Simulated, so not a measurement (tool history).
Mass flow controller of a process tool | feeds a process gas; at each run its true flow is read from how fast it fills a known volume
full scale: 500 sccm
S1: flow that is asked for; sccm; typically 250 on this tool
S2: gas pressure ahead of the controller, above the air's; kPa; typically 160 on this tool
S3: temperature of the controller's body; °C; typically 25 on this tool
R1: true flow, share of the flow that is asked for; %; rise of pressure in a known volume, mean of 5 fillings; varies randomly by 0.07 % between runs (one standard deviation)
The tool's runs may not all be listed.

run	hour	S1	S2	S3	R1
1	0	250	160	25	99.36
2	328.6	95	160	25	99.04
3	605.9	95	160	25	98.98
4	816.6	95	160	25	98.93
5	1141.2	250	160	25	99.5
6	1387.4	250	160	25	99.69
7	1608.4	132	160	25	99.31
8	1789.6	250	272	25	99.28
9	1971.6	250	272	25	99.39
10	2153.1	250	272	30	98.9
11	2381.2	250	272	30	98.77
12	2726.6	250	272	30	98.93
13	2875.8	250	272	30	99.05

Estimate the outcome of run 14 from the log above:
14	3093.1	365	145	29	?

For run 14 the tool returned R1 99.77 %.
Minus the tool's unlogged condition, the same run would have read R1 99.26 %.
